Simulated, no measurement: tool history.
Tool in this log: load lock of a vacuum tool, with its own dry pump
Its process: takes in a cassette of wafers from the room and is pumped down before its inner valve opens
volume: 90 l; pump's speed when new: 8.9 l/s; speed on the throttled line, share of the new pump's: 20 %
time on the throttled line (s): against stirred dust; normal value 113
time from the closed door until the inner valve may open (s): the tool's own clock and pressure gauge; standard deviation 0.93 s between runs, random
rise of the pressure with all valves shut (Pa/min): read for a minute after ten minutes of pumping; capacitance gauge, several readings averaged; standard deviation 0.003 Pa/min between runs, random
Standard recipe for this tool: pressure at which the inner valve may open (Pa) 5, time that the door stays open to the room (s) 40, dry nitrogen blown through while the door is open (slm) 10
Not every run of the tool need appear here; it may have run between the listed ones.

run      day  time on the throttled line (s)  pressure at which the inner valve may open (Pa)  time that the door stays open to the room (s)  dry nitrogen blown through while the door is open (slm)  incoming humidity of the room's air, %  time from the closed door until the inner valve may open (s)  rise of the pressure with all valves shut (Pa/min)
  1        0                             113                                                5                                             40                                                       10                                    45.5                                                         201.8                                               0.431
  2    6.875                             113                                                5                                             40                                                       10                                    48.4                                                         201.7                                                0.44
  3   21.058                             113                                                5                                             40                                                       10                                    48.1                                                         202.3                                               0.469
  4   26.833                             113                                                5                                             40                                                       10                                    43.7                                                         201.2                                               0.477
  5   38.733                             113                                                5                                             40                                                       10                                    45.5                                                         202.5                                               0.485
  6   47.321                             113                                                4                                             40                                                       10                                    45.4                                                         204.4                                               0.497
  7   53.617                             113                                                5                                             40                                                       18                                    44.4                                                         201.7                                               0.496
      58.842  -- dry pump taken out, an overhauled one fitted
  8   63.562                             113                                                5                                             40                                                       10                                    45.7                                                           191                                               0.518
  9   72.525                             113                                                5                                             40                                                       10                                      45                                                         189.8                                               0.537
 10   86.262                             113                                                5                                             40                                                       10                                    41.5                                                         192.4                                                0.55
 11   96.296                             113                                                5                                             35                                                       10                                      45                                                         191.5                                               0.564
 12  102.988                             113                                                5                                             35                                                       10                                    41.4                                                         190.7                                               0.575
     105.796  -- door's seal changed, seat wiped
 13  111.967                             113                                                5                                             35                                                       10                                    41.1                                                         190.1                                               0.032
 14    118.7                             149                                                5                                             40                                                       10                                    43.8                                                         220.7                                               0.038
 15  124.604                             113                                                5                                             40                                                       10                                    47.1                                                         190.8                                                0.04
 16  134.192                             113                                                5                                            140                                                       10                                    41.7                                                         191.7                                               0.059
 17  145.029                             113                                                5                                             40                                                       10                                    47.1                                                         192.6                                               0.046
 18  155.104                             211                                                5                                             40                                                       10                                    43.4                                                         269.7                                               0.042
 19  161.642                              58                                                4                                             40                                                       15                                    45.5                                                           152                                               0.049
 20  169.538                              58                                                4                                             40                                                       15                                    44.9                                                         151.5                                                0.05
 21  179.004                              58                                                4                                            229                                                       15                                    46.7                                                         151.9                                               0.079
 22  185.617                              58                                                4                                            229                                                       15                                    48.5                                                         153.8                                               0.082
 23  193.567                              58                                                4                                            229                                                       15                                    45.4                                                         152.6                                               0.079
 24  204.454                              58                                                4                                            229                                                       15                                    47.1                                                         151.6                                               0.092
 25  215.758                              58                                                4                                            229                                                       15                                    40.3                                                         151.6                                               0.087
 26  227.362                             110                                                7                                            229                                                       11                                    45.3                                                         187.6                                               0.106
 27  233.242                             113                                                6                                             40                                                       29                                    43.6                                                         192.1                                               0.066
 28  246.738                             113                                                6                                             40                                                       29                                    46.6                                                         190.1                                               0.081
 29  255.025                              69                                                6                                             40                                                        6                                      46                                                         158.2                                               0.099
 30  269.196                              69                                                6                                             40                                                        6                                    42.8                                                         158.5                                               0.102
 31  282.142                             143                                                4                                             40                                                        6                                    46.2                                                           220                                               0.117
 32  294.329                             143                                                4                                             40                                                        6                                    45.5                                                         219.1                                               0.119
 33  300.288                             143                                                6                                             40                                                        5                                    46.7                                                         216.2                                               0.124
 34  307.275                             143                                                6                                             40                                                        5                                    46.8                                                         217.7                                               0.128

Alternative continuations, all from the tool just after run 34; predict every row:
  A  319.804                             113                                                5                                             40                                                       23                                    46.7                                                             ?                                                   ?
  B  319.804                             113                                                7                                            127                                                       10                                    41.2                                                             ?                                                   ?
  C  319.804                             113                                                8                                             40                                                       35                                    44.7                                                             ?                                                   ?
  D  319.804                             143                                                6                                             40                                                        7                                    44.7                                                             ?                                                   ?
  E  319.804                             113                                                5                                             40                                                        4                                    48.3                                                             ?                                                   ?

run  time from the closed door until the inner valve may open (s)  rise of the pressure with all valves shut (Pa/min)
  A                                                         196.9                                               0.128
  B                                                         192.2                                               0.139
  C                                                         189.9                                               0.118
  D                                                         215.7                                               0.133
  E                                                         195.4                                               0.144
Without the tool's hidden state the same runs would have given:
run  time from the closed door until the inner valve may open (s)  rise of the pressure with all valves shut (Pa/min)
  A                                                         191.6                                               0.031
  B                                                         187.4                                               0.042
  C                                                         185.2                                               0.021
  D                                                           211                                               0.038
  E                                                         190.4                                               0.048
